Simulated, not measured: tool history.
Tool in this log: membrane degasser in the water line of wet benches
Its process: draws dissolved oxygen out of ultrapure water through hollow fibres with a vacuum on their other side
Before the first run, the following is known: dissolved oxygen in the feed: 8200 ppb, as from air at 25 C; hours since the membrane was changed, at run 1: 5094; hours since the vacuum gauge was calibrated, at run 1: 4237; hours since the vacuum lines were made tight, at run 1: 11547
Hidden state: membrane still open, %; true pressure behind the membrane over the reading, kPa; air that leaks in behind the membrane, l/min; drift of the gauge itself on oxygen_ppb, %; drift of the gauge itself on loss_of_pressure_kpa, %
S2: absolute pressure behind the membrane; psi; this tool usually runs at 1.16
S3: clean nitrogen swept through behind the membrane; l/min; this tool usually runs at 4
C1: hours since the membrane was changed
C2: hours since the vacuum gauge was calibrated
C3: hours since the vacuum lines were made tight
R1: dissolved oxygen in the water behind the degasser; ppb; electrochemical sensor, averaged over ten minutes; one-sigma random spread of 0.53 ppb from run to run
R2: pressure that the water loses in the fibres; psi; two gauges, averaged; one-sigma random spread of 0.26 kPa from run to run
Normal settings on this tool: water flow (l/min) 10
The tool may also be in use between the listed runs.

{"run": 1, "hour": 0.0, "water flow (l/min)": 10, "S2": 1.16, "S3": 4, "C1": 5094, "C2": 4237, "C3": 11547, "R1": 49.2, "R2": 10.386}
{"run": 2, "hour": 84.1, "water flow (l/min)": 7, "S2": 1.16, "S3": 4, "C1": 5178, "C2": 4321, "C3": 11631, "R1": 26, "R2": 7.301}
{"run": 3, "hour": 254.7, "water flow (l/min)": 7, "S2": 1.16, "S3": 4, "C1": 5349, "C2": 4491, "C3": 11801, "R1": 25.2, "R2": 7.237}
{"run": 4, "hour": 366.2, "water flow (l/min)": 7, "S2": 1.16, "S3": 4, "C1": 5460, "C2": 4603, "C3": 11913, "R1": 25.3, "R2": 7.29}
{"run": 5, "hour": 497.7, "water flow (l/min)": 7, "S2": 1.16, "S3": 4, "C1": 5592, "C2": 4734, "C3": 12044, "R1": 26.3, "R2": 7.301}
{"run": 6, "hour": 574.1, "water flow (l/min)": 7, "S2": 1.16, "S3": 4, "C1": 5668, "C2": 4811, "C3": 12121, "R1": 26.1, "R2": 7.3}
{"run": 7, "hour": 696.3, "water flow (l/min)": 10, "S2": 1.16, "S3": 4, "C1": 5790, "C2": 4933, "C3": 12243, "R1": 49.9, "R2": 10.493}
{"run": 8, "hour": 839.1, "water flow (l/min)": 10, "S2": 1.16, "S3": 4, "C1": 5933, "C2": 5076, "C3": 12386, "R1": 49.4, "R2": 10.482}
{"run": 9, "hour": 923.7, "water flow (l/min)": 10, "S2": 1.16, "S3": 4, "C1": 6018, "C2": 5160, "C3": 12470, "R1": 49.1, "R2": 10.451}
{"run": 10, "hour": 1020.9, "water flow (l/min)": 10, "S2": 1.16, "S3": 4, "C1": 6115, "C2": 5257, "C3": 12567, "R1": 50.2, "R2": 10.521}
{"run": 11, "hour": 1117.9, "water flow (l/min)": 10, "S2": 1.16, "S3": 4.59, "C1": 6212, "C2": 5354, "C3": 12664, "R1": 45.7, "R2": 10.53}
{"run": 12, "hour": 1258.8, "water flow (l/min)": 10, "S2": 1.16, "S3": 4, "C1": 6353, "C2": 5495, "C3": 12805, "R1": 50.4, "R2": 10.501}
{"hour": 1270.8, "done": "vacuum gauge calibrated"}
{"run": 13, "hour": 1351.2, "water flow (l/min)": 10, "S2": 1.16, "S3": 4, "C1": 6445, "C2": 80, "C3": 12897, "R1": 52, "R2": 10.493}
{"run": 14, "hour": 1464.2, "water flow (l/min)": 10, "S2": 1.16, "S3": 4, "C1": 6558, "C2": 193, "C3": 13010, "R1": 53, "R2": 10.496}
{"run": 15, "hour": 1615.9, "water flow (l/min)": 10, "S2": 1.16, "S3": 4, "C1": 6709, "C2": 345, "C3": 13162, "R1": 52.6, "R2": 10.433}
{"run": 16, "hour": 1740.2, "water flow (l/min)": 10, "S2": 1.16, "S3": 4, "C1": 6834, "C2": 469, "C3": 13286, "R1": 52, "R2": 10.502}
{"hour": 1814.5, "done": "vacuum gauge calibrated, once more"}
{"hour": 1816.5, "done": "seals of the vacuum lines changed"}
{"run": 17, "hour": 1816.5, "water flow (l/min)": 15, "S2": 1.16, "S3": 3.95, "C1": 6907, "C2": 0, "C3": 0, "R1": 142.9, "R2": 15.786}
{"run": 18, "hour": 1942.6, "water flow (l/min)": 10, "S2": 1.855, "S3": 4, "C1": 7034, "C2": 126, "C3": 126, "R1": 76.5, "R2": 10.505}
{"run": 19, "hour": 2076.0, "water flow (l/min)": 14, "S2": 1.855, "S3": 4.23, "C1": 7167, "C2": 260, "C3": 260, "R1": 155.4, "R2": 14.723}
{"run": 20, "hour": 2183.4, "water flow (l/min)": 14, "S2": 1.855, "S3": 4.23, "C1": 7274, "C2": 367, "C3": 367, "R1": 153.8, "R2": 14.682}
{"run": 21, "hour": 2330.3, "water flow (l/min)": 15, "S2": 1.794, "S3": 8.86, "C1": 7421, "C2": 514, "C3": 514, "R1": 138.5, "R2": 15.811}
{"run": 22, "hour": 2419.8, "water flow (l/min)": 15, "S2": 1.794, "S3": 8.86, "C1": 7511, "C2": 603, "C3": 603, "R1": 142.1, "R2": 15.666}
{"run": 23, "hour": 2510.7, "water flow (l/min)": 15, "S2": 1.794, "S3": 2.71, "C1": 7602, "C2": 694, "C3": 694, "R1": 224.5, "R2": 15.699}
{"run": 24, "hour": 2635.3, "water flow (l/min)": 15, "S2": 1.794, "S3": 2.71, "C1": 7726, "C2": 819, "C3": 819, "R1": 225.8, "R2": 15.811}
{"run": 25, "hour": 2725.6, "water flow (l/min)": 15, "S2": 1.794, "S3": 2.71, "C1": 7817, "C2": 909, "C3": 909, "R1": 221.1, "R2": 15.863}
{"run": 26, "hour": 2823.5, "water flow (l/min)": 10, "S2": 0.856, "S3": 4, "C1": 7915, "C2": 1007, "C3": 1007, "R1": 34.2, "R2": 10.554}
{"run": 27, "hour": 2895.5, "water flow (l/min)": 10, "S2": 1.16, "S3": 4, "C1": 7986, "C2": 1079, "C3": 1079, "R1": 47.4, "R2": 10.547}
{"run": 28, "hour": 3039.4, "water flow (l/min)": 10, "S2": 1.16, "S3": 4, "C1": 8130, "C2": 1223, "C3": 1223, "R1": 48.3, "R2": 10.582}
{"run": 29, "hour": 3144.4, "water flow (l/min)": 7, "S2": 2.235, "S3": 1.62, "C1": 8235, "C2": 1328, "C3": 1328, "R1": 130.8, "R2": 7.401}
{"run": 30, "hour": 3243.2, "water flow (l/min)": 8, "S2": 1.054, "S3": 1.62, "C1": 8334, "C2": 1427, "C3": 1427, "R1": 56, "R2": 8.528}
{"run": 31, "hour": 3402.1, "water flow (l/min)": 7, "S2": 1.919, "S3": 4, "C1": 8493, "C2": 1586, "C3": 1586, "R1": 46.8, "R2": 7.427}

Forecast each of these 3 alternatives for the next run:
{"run": "A", "hour": 3563.4, "water flow (l/min)": 10, "S2": 0.943, "S3": 3.44, "C1": 8654, "C2": 1747, "C3": 1747, "R1": "?", "R2": "?"}
{"run": "B", "hour": 3563.4, "water flow (l/min)": 9, "S2": 0.892, "S3": 5.31, "C1": 8654, "C2": 1747, "C3": 1747, "R1": "?", "R2": "?"}
{"run": "C", "hour": 3563.4, "water flow (l/min)": 13, "S2": 2.019, "S3": 4, "C1": 8654, "C2": 1747, "C3": 1747, "R1": "?", "R2": "?"}

run=A R1=42.6 R2=10.562
run=B R1=23.2 R2=9.532
run=C R1=147.9 R2=13.906
Had the tool no hidden state, the same runs would have come out as:
run=A R1=37.1 R2=10.098
run=B R1=19.8 R2=9.114
run=C R1=134.3 R2=13.297

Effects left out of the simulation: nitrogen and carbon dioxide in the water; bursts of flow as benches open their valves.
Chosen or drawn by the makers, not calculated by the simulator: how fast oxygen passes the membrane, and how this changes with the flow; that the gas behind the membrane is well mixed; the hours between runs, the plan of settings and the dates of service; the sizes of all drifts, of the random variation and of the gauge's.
